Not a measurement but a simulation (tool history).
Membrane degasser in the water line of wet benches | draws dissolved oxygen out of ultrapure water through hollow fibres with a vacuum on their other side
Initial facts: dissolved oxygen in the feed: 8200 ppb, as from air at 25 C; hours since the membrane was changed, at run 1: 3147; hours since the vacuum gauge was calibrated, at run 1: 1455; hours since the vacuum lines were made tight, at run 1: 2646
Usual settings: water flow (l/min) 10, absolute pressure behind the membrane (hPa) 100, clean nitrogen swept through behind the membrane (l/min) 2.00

| run | hour | water flow (l/min) | absolute pressure behind the membrane (hPa) | clean nitrogen swept through behind the membrane (l/min) | hours since the membrane was changed | hours since the vacuum gauge was calibrated | hours since the vacuum lines were made tight | dissolved oxygen in the water behind the degasser (ppb) | pressure that the water loses in the fibres (hPa) |
|---|---|---|---|---|---|---|---|---|---|
| 1 | 0.0 | 10 | 100 | 2.00 | 3147 | 1455 | 2646 | 90.3 | 305.1 |
| 2 | 83.1 | 10 | 94 | 2.00 | 3230 | 1538 | 2729 | 81.2 | 306.3 |
| 3 | 160.6 | 10 | 100 | 2.00 | 3308 | 1616 | 2806 | 89.5 | 306.0 |
| 4 | 242.0 | 10 | 74 | 2.00 | 3389 | 1697 | 2888 | 56.9 | 306.5 |
| 5 | 376.0 | 10 | 74 | 2.00 | 3523 | 1831 | 3022 | 57.6 | 304.5 |
| 6 | 451.7 | 10 | 74 | 2.00 | 3599 | 1907 | 3098 | 57.7 | 306.4 |
| 7 | 530.6 | 10 | 74 | 5.17 | 3678 | 1986 | 3176 | 25.5 | 305.8 |
| 8 | 620.5 | 10 | 74 | 5.17 | 3768 | 2075 | 3266 | 25.9 | 305.1 |
| 9 | 729.4 | 10 | 100 | 2.00 | 3876 | 2184 | 3375 | 89.8 | 306.1 |
| 10 | 881.9 | 10 | 100 | 2.00 | 4029 | 2337 | 3528 | 92.7 | 307.1 |
| 11 | 1035.7 | 8 | 100 | 2.00 | 4183 | 2491 | 3682 | 71.4 | 246.8 |
| 12 | 1186.3 | 8 | 100 | 2.00 | 4333 | 2641 | 3832 | 70.8 | 246.2 |
| 13 | 1274.6 | 8 | 100 | 4.67 | 4422 | 2730 | 3920 | 31.9 | 244.5 |
| 14 | 1418.6 | 8 | 100 | 4.67 | 4566 | 2874 | 4064 | 31.2 | 243.7 |
| 15 | 1524.8 | 7 | 100 | 2.00 | 4672 | 2980 | 4171 | 63.7 | 217.8 |
| 16 | 1623.1 | 7 | 100 | 2.00 | 4770 | 3078 | 4269 | 63.2 | 217.1 |
| 17 | 1705.3 | 7 | 100 | 2.48 | 4852 | 3160 | 4351 | 52.0 | 215.9 |
| 18 | 1856.1 | 7 | 100 | 1.00 | 5003 | 3311 | 4502 | 121.3 | 216.1 |
|  | 1949.5 | vacuum gauge calibrated |
| 19 | 2000.9 | 13 | 109 | 2.00 | 5147 | 51 | 4646 | 145.6 | 402.1 |
| 20 | 2173.8 | 6 | 100 | 1.09 | 5320 | 224 | 4819 | 96.2 | 186.7 |
| 21 | 2266.4 | 16 | 201 | 1.04 | 5413 | 317 | 4912 | 632.2 | 494.8 |
| 22 | 2425.8 | 10 | 119 | 0.88 | 5572 | 476 | 5071 | 236.0 | 313.0 |
| 23 | 2502.2 | 8 | 135 | 3.04 | 5649 | 553 | 5148 | 73.4 | 248.6 |
| 24 | 2683.1 | 7 | 100 | 4.25 | 5830 | 734 | 5328 | 30.5 | 216.0 |
| 25 | 2820.5 | 7 | 100 | 3.04 | 5967 | 871 | 5466 | 42.9 | 222.3 |
| 26 | 2907.1 | 9 | 100 | 3.04 | 6054 | 958 | 5552 | 56.3 | 280.5 |
| 27 | 2993.5 | 11 | 168 | 1.42 | 6140 | 1044 | 5639 | 263.1 | 342.7 |
| 28 | 3098.6 | 11 | 168 | 1.42 | 6245 | 1149 | 5744 | 263.3 | 344.3 |
| 29 | 3212.4 | 11 | 168 | 1.42 | 6359 | 1263 | 5858 | 267.9 | 339.6 |
| 30 | 3344.6 | 11 | 168 | 1.42 | 6491 | 1395 | 5990 | 269.5 | 345.6 |
| 31 | 3450.7 | 11 | 61 | 2.85 | 6597 | 1501 | 6096 | 38.9 | 344.8 |
| 32 | 3600.2 | 9 | 204 | 2.85 | 6747 | 1651 | 6246 | 144.4 | 281.4 |

Forecast each of these 3 alternatives for the next run:
| A | 3744.1 | 7 | 165 | 1.61 | 6891 | 1795 | 6389 | ? | ? |
| B | 3744.1 | 7 | 100 | 2.00 | 6891 | 1795 | 6389 | ? | ? |
| C | 3744.1 | 9 | 204 | 1.26 | 6891 | 1795 | 6389 | ? | ? |

| run | dissolved oxygen in the water behind the degasser (ppb) | pressure that the water loses in the fibres (hPa) |
|---|---|---|
| A | 151.9 | 219.7 |
| B | 64.2 | 217.6 |
| C | 306.2 | 280.1 |
What these runs would have given with no unlogged condition in the tool:
| run | dissolved oxygen in the water behind the degasser (ppb) | pressure that the water loses in the fibres (hPa) |
|---|---|---|
| A | 139.2 | 209.1 |
| B | 58.5 | 207.0 |
| C | 287.0 | 266.4 |

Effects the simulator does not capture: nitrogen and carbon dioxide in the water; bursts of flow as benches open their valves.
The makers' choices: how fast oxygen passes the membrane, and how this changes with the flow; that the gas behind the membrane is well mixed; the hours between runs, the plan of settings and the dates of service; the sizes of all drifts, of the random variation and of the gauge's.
